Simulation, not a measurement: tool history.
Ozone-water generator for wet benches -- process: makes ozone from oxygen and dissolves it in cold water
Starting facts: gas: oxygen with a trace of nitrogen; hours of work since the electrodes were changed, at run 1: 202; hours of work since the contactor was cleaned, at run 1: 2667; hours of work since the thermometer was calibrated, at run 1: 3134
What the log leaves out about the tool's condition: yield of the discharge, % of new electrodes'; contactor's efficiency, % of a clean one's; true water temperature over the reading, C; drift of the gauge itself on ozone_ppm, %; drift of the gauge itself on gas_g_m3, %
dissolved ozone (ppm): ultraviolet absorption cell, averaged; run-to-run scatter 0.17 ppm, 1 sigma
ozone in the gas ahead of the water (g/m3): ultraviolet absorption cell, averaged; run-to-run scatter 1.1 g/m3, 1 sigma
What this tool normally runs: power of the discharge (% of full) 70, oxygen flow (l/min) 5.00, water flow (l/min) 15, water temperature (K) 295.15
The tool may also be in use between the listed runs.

run	day	power of the discharge (% of full)	oxygen flow (l/min)	water flow (l/min)	water temperature (K)	hours of work since the electrodes were changed	hours of work since the contactor was cleaned	hours of work since the thermometer was calibrated	dissolved ozone (ppm)	ozone in the gas ahead of the water (g/m3)
1	0.000	70	5.00	15	295.15	202	2667	3134	23.1	189.1
2	1.838	70	5.00	15	295.15	231	2696	3163	23.1	191.7
3	5.225	70	5.00	15	295.15	283	2748	3216	23.3	191.3
4	8.075	70	5.00	15	288.15	328	2793	3260	26.0	190.6
5	10.496	70	5.00	15	288.15	366	2831	3298	26.0	192.9
6	13.250	70	5.00	15	288.15	409	2874	3341	25.8	191.3
7	16.521	70	5.00	15	288.15	460	2925	3392	26.1	190.0
8	19.025	70	5.00	15	288.15	499	2964	3431	26.3	190.2
9	21.550	70	5.00	15	288.15	538	3003	3470	26.0	189.4
10	24.238	59	5.00	15	289.15	580	3045	3512	22.1	165.6
11	26.633	70	7.49	15	288.15	618	3083	3550	23.8	145.3
12	29.062	70	7.49	15	288.15	656	3121	3588	23.8	147.5
13	32.225	70	2.53	15	295.15	705	3170	3637	25.2	300.2
14	35.758	51	7.35	13	296.15	760	3225	3692	16.9	112.2
15	39.196	51	7.35	13	296.15	814	3279	3746	16.8	113.1
16	42.296	70	2.54	18	300.15	862	3327	3794	20.3	301.4
17	45.271	70	2.54	18	300.15	909	3374	3841	20.4	299.4
18	47.542	95	5.00	22	295.15	944	3409	3876	23.6	248.7

Below are 5 alternative next runs, each starting from the tool's condition after run 18. Predict each:
# day 48.925: water thermometer calibrated
A	51.104	95	5.00	22	299.15	999	3464	34	?	?
# day 48.925: water thermometer calibrated
B	51.104	80	5.00	22	288.15	999	3464	34	?	?
# day 48.925: water thermometer calibrated
C	51.104	95	7.02	22	295.15	999	3464	34	?	?
# day 48.925: water thermometer calibrated
D	51.104	70	6.70	20	290.15	999	3464	34	?	?
# day 48.925: water thermometer calibrated
E	51.104	70	7.23	15	290.15	999	3464	34	?	?

run	dissolved ozone (ppm)	ozone in the gas ahead of the water (g/m3)
A	21.8	248.7
B	22.1	216.1
C	22.1	201.7
D	20.0	159.1
E	23.2	149.5
Without the tool's unlogged condition, the same runs would have read:
run	dissolved ozone (ppm)	ozone in the gas ahead of the water (g/m3)
A	21.8	248.8
B	22.1	216.1
C	22.1	201.8
D	20.0	159.2
E	23.2	149.5
